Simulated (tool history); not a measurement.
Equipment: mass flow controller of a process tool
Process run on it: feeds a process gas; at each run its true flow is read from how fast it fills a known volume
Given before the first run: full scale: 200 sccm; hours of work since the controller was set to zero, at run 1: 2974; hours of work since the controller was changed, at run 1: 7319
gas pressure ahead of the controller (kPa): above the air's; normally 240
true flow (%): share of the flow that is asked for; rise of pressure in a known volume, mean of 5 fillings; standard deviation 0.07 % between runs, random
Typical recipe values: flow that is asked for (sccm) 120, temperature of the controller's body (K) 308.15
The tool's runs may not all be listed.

run    hour  flow that is asked for (sccm)  gas pressure ahead of the controller (kPa)  temperature of the controller's body (K)  hours of work since the controller was set to zero  hours of work since the controller was changed  true flow (%)
  1       0                            120                                         240                                    308.15                                                2974                                            7319           98.7
  2   328.1                            120                                         240                                    308.15                                                3147                                            7492          98.83
  3   668.6                            120                                         240                                    308.15                                                3327                                            7672          98.87
  4   988.7                            120                                         240                                    297.15                                                3496                                            7841            100
  5    1282                            120                                         240                                    308.15                                                3651                                            7996          98.99
  6  1449.6                            120                                         240                                    308.15                                                3739                                            8084          98.84
  7    1671                            120                                         240                                    308.15                                                3856                                            8201          98.92
  8  2052.4                            120                                         240                                    308.15                                                4058                                            8403          98.93
  9  2226.4                            120                                         240                                    308.15                                                4149                                            8494           98.8
     2564.5  -- controller's zero set anew
 10  2564.5                            120                                         240                                    308.15                                                   0                                            8673          98.98
 11  2835.7                            120                                         240                                    308.15                                                 143                                            8816          98.75
 12  3194.7                            120                                         240                                    308.15                                                 333                                            9005          98.94
 13  3380.9                            175                                         240                                    308.15                                                 431                                            9104          99.22
 14    3593                            120                                         240                                    299.15                                                 543                                            9216          99.67
 15  3887.5                             55                                         240                                    299.15                                                 699                                            9371          99.32
 16  4119.5                             32                                         176                                    293.15                                                 821                                            9494          99.21
 17  4373.3                             22                                         176                                    311.15                                                 955                                            9628          97.37
 18  4606.9                            120                                         255                                    308.15                                                1078                                            9751          99.02
 19  4811.7                             36                                         274                                    298.15                                                1186                                            9859          99.53
 20  5037.8                             56                                         274                                    298.15                                                1306                                            9978          99.75
 21  5226.3                             65                                         180                                    298.15                                                1405                                           10078          99.03
 22  5454.5                             65                                         180                                    298.15                                                1526                                           10198          99.17
 23  5770.9                            120                                         240                                    298.15                                                1693                                           10365           99.7
 24  6039.6                            111                                         276                                    297.15                                                1835                                           10507         100.23
 25  6266.9                            143                                         240                                    311.15                                                1955                                           10627          98.82
 26  6472.9                            120                                         272                                    296.15                                                2063                                           10736         100.29
 27  6686.8                            120                                         272                                    296.15                                                2176                                           10849         100.17
 28  7016.1                            120                                         272                                    296.15                                                2350                                           11023         100.28
 29  7250.2                            190                                         248                                    308.15                                                2474                                           11146          99.33
 30    7538                            106                                         152                                    308.15                                                2626                                           11298          98.05

What differs in the tool's unlogged condition from the final listed run ahead of each entry between runs to the first listed run following it?
Run 9 -> run 10: controller's zero set anew (hour 2564.5)
  flow at rest that the sensor doesn't see, % of full scale: 0.003 -> 0
